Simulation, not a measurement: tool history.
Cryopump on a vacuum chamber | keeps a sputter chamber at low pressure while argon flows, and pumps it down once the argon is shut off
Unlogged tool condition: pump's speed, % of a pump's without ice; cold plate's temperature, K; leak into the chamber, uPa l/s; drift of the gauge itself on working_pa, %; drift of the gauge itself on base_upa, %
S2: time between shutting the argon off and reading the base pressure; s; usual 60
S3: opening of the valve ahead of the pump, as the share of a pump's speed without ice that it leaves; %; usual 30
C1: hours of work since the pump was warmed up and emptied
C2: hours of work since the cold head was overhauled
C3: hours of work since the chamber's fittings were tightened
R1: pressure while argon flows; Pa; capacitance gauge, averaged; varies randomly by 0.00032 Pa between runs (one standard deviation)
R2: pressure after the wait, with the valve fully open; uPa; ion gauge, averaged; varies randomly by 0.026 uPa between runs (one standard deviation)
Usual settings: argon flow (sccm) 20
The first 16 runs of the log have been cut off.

{"run": 17, "hour": 226.2, "argon flow (sccm)": 20, "S2": 60, "S3": 41, "C1": 230, "C2": 230, "C3": 343, "R1": 0.0415, "R2": 1.2}
{"run": 18, "hour": 233.5, "argon flow (sccm)": 20, "S2": 60, "S3": 41, "C1": 234, "C2": 234, "C3": 346, "R1": 0.0416, "R2": 1.2}
{"run": 19, "hour": 243.5, "argon flow (sccm)": 20, "S2": 125, "S3": 24, "C1": 239, "C2": 239, "C3": 352, "R1": 0.0699, "R2": 0.69}
{"run": 20, "hour": 255.0, "argon flow (sccm)": 20, "S2": 125, "S3": 24, "C1": 245, "C2": 245, "C3": 357, "R1": 0.0698, "R2": 0.72}
{"run": 21, "hour": 272.9, "argon flow (sccm)": 20, "S2": 79, "S3": 20, "C1": 254, "C2": 254, "C3": 367, "R1": 0.0839, "R2": 0.97}
{"run": 22, "hour": 286.0, "argon flow (sccm)": 20, "S2": 229, "S3": 18, "C1": 261, "C2": 261, "C3": 373, "R1": 0.0931, "R2": 0.51}
{"run": 23, "hour": 293.4, "argon flow (sccm)": 10, "S2": 38, "S3": 33, "C1": 265, "C2": 265, "C3": 377, "R1": 0.0255, "R2": 1.72}
{"run": 24, "hour": 301.0, "argon flow (sccm)": 11, "S2": 60, "S3": 40, "C1": 268, "C2": 268, "C3": 381, "R1": 0.0229, "R2": 1.2}
{"run": 25, "hour": 317.5, "argon flow (sccm)": 37, "S2": 38, "S3": 53, "C1": 277, "C2": 277, "C3": 390, "R1": 0.0598, "R2": 1.67}
{"run": 26, "hour": 327.9, "argon flow (sccm)": 37, "S2": 38, "S3": 53, "C1": 282, "C2": 282, "C3": 395, "R1": 0.0598, "R2": 1.75}
{"run": 27, "hour": 343.1, "argon flow (sccm)": 37, "S2": 38, "S3": 53, "C1": 290, "C2": 290, "C3": 403, "R1": 0.0592, "R2": 1.73}
{"run": 28, "hour": 357.0, "argon flow (sccm)": 15, "S2": 38, "S3": 34, "C1": 297, "C2": 297, "C3": 410, "R1": 0.0379, "R2": 1.72}
{"run": 29, "hour": 374.2, "argon flow (sccm)": 15, "S2": 71, "S3": 45, "C1": 306, "C2": 306, "C3": 419, "R1": 0.0283, "R2": 1.05}
{"run": 30, "hour": 387.3, "argon flow (sccm)": 33, "S2": 41, "S3": 58, "C1": 313, "C2": 313, "C3": 425, "R1": 0.0484, "R2": 1.64}
{"run": 31, "hour": 401.0, "argon flow (sccm)": 33, "S2": 41, "S3": 58, "C1": 320, "C2": 320, "C3": 432, "R1": 0.0488, "R2": 1.62}
{"run": 32, "hour": 409.2, "argon flow (sccm)": 13, "S2": 174, "S3": 20, "C1": 324, "C2": 324, "C3": 437, "R1": 0.054, "R2": 0.6}

Expected results for the next run?
{"run": 33, "hour": 424.4, "argon flow (sccm)": 16, "S2": 162, "S3": 47, "C1": 332, "C2": 332, "C3": 444, "R1": "?", "R2": "?"}

Run 33 produced R1 0.0292 Pa, R2 0.62 uPa.
Without the tool's hidden state the same run would have given R1 0.0286 Pa, R2 0.48 uPa.
